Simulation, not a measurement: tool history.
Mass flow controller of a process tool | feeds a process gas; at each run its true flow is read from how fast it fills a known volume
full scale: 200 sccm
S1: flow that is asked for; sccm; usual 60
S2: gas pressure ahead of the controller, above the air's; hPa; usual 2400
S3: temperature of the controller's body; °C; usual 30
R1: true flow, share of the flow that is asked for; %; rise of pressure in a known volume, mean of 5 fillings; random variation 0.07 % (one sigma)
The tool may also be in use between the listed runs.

run,hour,S1,S2,S3,R1
1,0,60,2400,30,101.45
2,399.4,60,2400,30,101.62
3,597.6,60,2400,30,101.75
4,960.2,60,2400,30,101.92
5,1328.7,24,2400,30,104.71
6,1535.1,24,2400,30,104.87
7,1808.2,24,2400,30,105.23
8,2056.5,24,2400,30,105.61
9,2255.5,60,2400,30,102.71
10,2642.8,60,2400,30,102.94
11,2907.9,60,2400,30,102.98
12,3258.9,60,2400,30,103.25
13,3672.8,60,2400,30,103.5
14,3924.8,60,2400,30,103.66
15,4118,60,2400,30,103.75
# hour 4193.4: controller's zero set anew
16,4327,60,2420,30,101.03
17,4545.8,26,2400,30,101.41
18,4848.1,32,2380,30,101.5
19,5082.9,60,2170,36,101.35
20,5393,139,2610,20,101.73
# hour 5583.4: controller exchanged for a calibrated one
21,5811.9,91,2400,22,99.46
22,6179.5,76,1760,22,99.72
23,6514.9,115,2530,30,99.64
24,6917.8,28,1620,30,100.47
25,7203.2,28,1490,20,101.08
26,7404.2,28,1490,20,101.37
27,7749.9,28,1490,34,101.27
28,8134.3,50,2200,30,100.72
29,8357.2,74,2200,31,100.55
30,8555.7,141,2560,39,100.09
31,8810.4,141,2560,39,100.22
32,8991.2,141,2560,39,100.26
33,9338.3,60,1550,23,101.54

The same runs without the tool's hidden state, with the same run-to-run variation:
The hidden state here: flow at rest that the sensor doesn't see, % of full scale; true flow over the shown one, %; drift of the gauge itself on true_pct, %.
run,R1
1,99.31
2,99.25
3,99.26
4,99.23
5,99.09
6,99.04
7,99.09
8,99.18
9,99.28
10,99.29
11,99.19
12,99.26
13,99.28
14,99.29
15,99.27
16,99.18
17,99.16
18,99.09
19,99.08
20,99.59
21,99.57
22,99.64
23,99.49
24,99.35
25,99.66
26,99.77
27,99.34
28,99.31
29,99.39
30,99.26
31,99.29
32,99.27
33,99.63
